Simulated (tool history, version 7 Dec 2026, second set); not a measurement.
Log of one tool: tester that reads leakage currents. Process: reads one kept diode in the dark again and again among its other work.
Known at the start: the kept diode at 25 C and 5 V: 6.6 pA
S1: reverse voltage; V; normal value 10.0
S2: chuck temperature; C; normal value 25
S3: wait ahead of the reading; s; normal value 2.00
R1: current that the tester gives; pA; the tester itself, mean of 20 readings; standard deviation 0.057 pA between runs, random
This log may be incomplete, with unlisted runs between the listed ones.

run,day,S1,S2,S3,R1
1,0.000,10.0,25,2.00,11.15
2,1.292,10.0,25,2.00,11.10
3,2.846,10.0,25,2.00,11.33
4,4.483,10.0,25,2.00,11.18
5,6.483,10.0,25,2.00,11.27
6,8.525,10.0,25,1.71,11.42
7,10.408,1.3,25,2.00,4.25
# day 11.529: probe card cleaned and baked
8,11.675,1.3,25,2.00,3.83
9,13.338,10.0,25,2.00,7.84
10,15.496,10.0,25,0.52,9.75
11,17.162,10.0,43,2.00,25.27
12,19.279,10.0,50,2.00,38.90
13,20.592,10.0,50,2.00,38.89
14,22.350,10.0,50,2.00,38.73
15,23.396,10.0,50,2.00,39.02
16,25.050,14.7,50,2.00,44.33
17,26.442,14.7,50,5.02,43.66
18,27.579,1.5,25,2.00,4.06
19,28.929,10.0,48,2.00,34.68
20,30.104,10.0,48,2.00,34.28
21,31.079,8.4,53,4.40,43.76
22,32.938,10.0,35,0.52,17.40
23,34.158,17.0,52,1.30,53.18
24,35.979,17.3,36,2.00,20.74
# day 36.271: chuck's temperature calibrated
25,38.350,1.0,44,2.00,14.77
26,40.317,1.0,44,2.00,14.63
27,42.300,2.1,32,0.59,8.82
28,43.929,1.7,25,6.22,5.02
29,44.967,1.7,25,6.22,4.97
30,47.050,17.6,25,0.46,17.07
31,49.262,17.6,22,0.48,15.19
32,51.062,17.6,22,0.48,15.30
33,52.975,1.5,54,0.48,30.81
34,54.104,1.5,54,0.48,30.97
35,55.383,5.1,54,8.54,44.81
36,56.512,3.2,25,0.67,6.80
37,58.754,6.5,25,0.65,9.51
38,60.354,2.2,46,3.90,21.11
39,61.542,10.0,47,5.34,37.22

Per-run results on a tool with no hidden state, each run keeping its own random variation:
Hidden state present: stray current of the dirty probe card, pA a volt; current scale over the true one, %; true chuck temperature over the reading, C; drift of the gauge itself on leakage_pa, %.
run,R1
1,9.05
2,8.98
3,9.15
4,8.97
5,8.98
6,9.07
7,4.43
8,4.50
9,9.02
10,10.86
11,28.97
12,44.56
13,44.52
14,44.32
15,44.65
16,50.45
17,49.74
18,4.71
19,39.61
20,39.14
21,50.21
22,19.19
23,60.10
24,22.42
25,14.90
26,14.78
27,8.74
28,4.91
29,4.86
30,14.90
31,12.83
32,12.82
33,31.40
34,31.59
35,45.23
36,6.44
37,8.57
38,21.41
39,36.51

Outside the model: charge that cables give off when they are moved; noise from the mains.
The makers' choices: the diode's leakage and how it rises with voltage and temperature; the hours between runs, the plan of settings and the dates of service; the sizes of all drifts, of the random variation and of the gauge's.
